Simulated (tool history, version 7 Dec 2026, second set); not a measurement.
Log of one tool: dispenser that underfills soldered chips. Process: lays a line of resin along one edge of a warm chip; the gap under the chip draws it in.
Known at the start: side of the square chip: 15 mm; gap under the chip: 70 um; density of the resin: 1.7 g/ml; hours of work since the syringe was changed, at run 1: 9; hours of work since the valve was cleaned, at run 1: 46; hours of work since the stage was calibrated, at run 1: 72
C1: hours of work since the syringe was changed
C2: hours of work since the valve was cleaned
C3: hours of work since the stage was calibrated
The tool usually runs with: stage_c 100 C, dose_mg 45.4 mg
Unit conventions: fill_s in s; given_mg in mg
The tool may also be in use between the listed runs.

run 1 hour=0 | stage_c=100 dose_mg=45.4 | C1=9 C2=46 C3=72 | fill_s=356.2 given_mg=43.94
-- hour=2.2 new syringe of resin
run 2 hour=6.9 | stage_c=100 dose_mg=45.4 | C1=3 C2=51 C3=76 | fill_s=294.3 given_mg=43.68
run 3 hour=13.8 | stage_c=100 dose_mg=45.4 | C1=9 C2=56 C3=81 | fill_s=356 given_mg=43.37
-- hour=15.8 new syringe of resin
run 4 hour=19.5 | stage_c=85 dose_mg=45.4 | C1=3 C2=60 C3=85 | fill_s=440.6 given_mg=43.04
run 5 hour=26.5 | stage_c=85 dose_mg=45.4 | C1=8 C2=65 C3=91 | fill_s=545.5 given_mg=42.81
-- hour=29 new syringe of resin
run 6 hour=33.4 | stage_c=100 dose_mg=54.4 | C1=3 C2=70 C3=95 | fill_s=290.7 given_mg=51.48
run 7 hour=38.4 | stage_c=100 dose_mg=54.4 | C1=7 C2=74 C3=99 | fill_s=331 given_mg=51.22
-- hour=42.4 new syringe of resin
-- hour=44.9 dispensing valve cleaned and set on the balance
run 8 hour=46.7 | stage_c=100 dose_mg=54.4 | C1=2 C2=1 C3=104 | fill_s=274.3 given_mg=54.33
run 9 hour=54.8 | stage_c=100 dose_mg=45.4 | C1=8 C2=7 C3=110 | fill_s=339.3 given_mg=45.21
-- hour=56.8 new syringe of resin
run 10 hour=59.4 | stage_c=100 dose_mg=45.4 | C1=2 C2=10 C3=113 | fill_s=273.5 given_mg=44.88
run 11 hour=63.1 | stage_c=100 dose_mg=45.4 | C1=5 C2=13 C3=116 | fill_s=304.5 given_mg=44.82
run 12 hour=67.4 | stage_c=93 dose_mg=45.4 | C1=8 C2=16 C3=119 | fill_s=424 given_mg=44.94
-- hour=70 new syringe of resin
run 13 hour=72.6 | stage_c=93 dose_mg=45.4 | C1=2 C2=20 C3=123 | fill_s=343.9 given_mg=45.03
run 14 hour=79.4 | stage_c=93 dose_mg=45.4 | C1=7 C2=25 C3=128 | fill_s=410.8 given_mg=44.64
-- hour=83.5 new syringe of resin
run 15 hour=84.2 | stage_c=100 dose_mg=42.3 | C1=1 C2=28 C3=131 | fill_s=270.2 given_mg=41.75
run 16 hour=88.9 | stage_c=111 dose_mg=40.1 | C1=4 C2=32 C3=135 | fill_s=223.9 given_mg=38.92
-- hour=97.2 new syringe of resin
run 17 hour=97.7 | stage_c=97 dose_mg=41.5 | C1=0 C2=38 C3=141 | fill_s=290.4 given_mg=40.43
run 18 hour=106 | stage_c=95 dose_mg=54.8 | C1=6 C2=44 C3=147 | fill_s=385.8 given_mg=53.09
-- hour=110.5 new syringe of resin
run 19 hour=111.3 | stage_c=100 dose_mg=45.3 | C1=1 C2=48 C3=151 | fill_s=264.7 given_mg=43.9
run 20 hour=116.4 | stage_c=85 dose_mg=45.9 | C1=4 C2=51 C3=154 | fill_s=469.6 given_mg=43.79
-- hour=123.8 new syringe of resin
run 21 hour=125.3 | stage_c=85 dose_mg=45.9 | C1=1 C2=58 C3=161 | fill_s=425.2 given_mg=43.93
run 22 hour=129.3 | stage_c=108 dose_mg=50.5 | C1=4 C2=61 C3=164 | fill_s=240.3 given_mg=48.22
run 23 hour=134.7 | stage_c=99 dose_mg=48 | C1=8 C2=65 C3=168 | fill_s=355 given_mg=45.58
-- hour=137.4 new syringe of resin
run 24 hour=141.5 | stage_c=113 dose_mg=53.2 | C1=3 C2=69 C3=172 | fill_s=203 given_mg=50.49
run 25 hour=145.2 | stage_c=100 dose_mg=53.5 | C1=6 C2=72 C3=175 | fill_s=321.6 given_mg=51.06

5 options for the next run, each taken on its own from the tool as it stands now. Forecast them:
-- hour=150.8 new syringe of resin
-- hour=154.2 dispensing valve cleaned and set on the balance
run A hour=154.5 | stage_c=89 dose_mg=53.5 | C1=2 C2=0 C3=181 | fill_s=? given_mg=?
-- hour=150.8 new syringe of resin
-- hour=154.2 dispensing valve cleaned and set on the balance
run B hour=154.5 | stage_c=109 dose_mg=40 | C1=2 C2=0 C3=181 | fill_s=? given_mg=?
-- hour=150.8 new syringe of resin
-- hour=154.2 dispensing valve cleaned and set on the balance
run C hour=154.5 | stage_c=102 dose_mg=42.5 | C1=2 C2=0 C3=181 | fill_s=? given_mg=?
-- hour=150.8 new syringe of resin
-- hour=154.2 dispensing valve cleaned and set on the balance
run D hour=154.5 | stage_c=104 dose_mg=46 | C1=2 C2=0 C3=181 | fill_s=? given_mg=?
-- hour=150.8 new syringe of resin
-- hour=154.2 dispensing valve cleaned and set on the balance
run E hour=154.5 | stage_c=113 dose_mg=39.8 | C1=2 C2=0 C3=181 | fill_s=? given_mg=?

run=A fill_s=388.3 given_mg=53.63
run=B fill_s=218.5 given_mg=40.05
run=C fill_s=265.8 given_mg=42.69
run=D fill_s=252.5 given_mg=46.08
run=E fill_s=196.8 given_mg=39.45
With no hidden state in the tool, these same runs would have given:
run=A fill_s=348.9 given_mg=53.64
run=B fill_s=197.1 given_mg=40.05
run=C fill_s=239.4 given_mg=42.7
run=D fill_s=227.6 given_mg=46.09
run=E fill_s=177.6 given_mg=39.46

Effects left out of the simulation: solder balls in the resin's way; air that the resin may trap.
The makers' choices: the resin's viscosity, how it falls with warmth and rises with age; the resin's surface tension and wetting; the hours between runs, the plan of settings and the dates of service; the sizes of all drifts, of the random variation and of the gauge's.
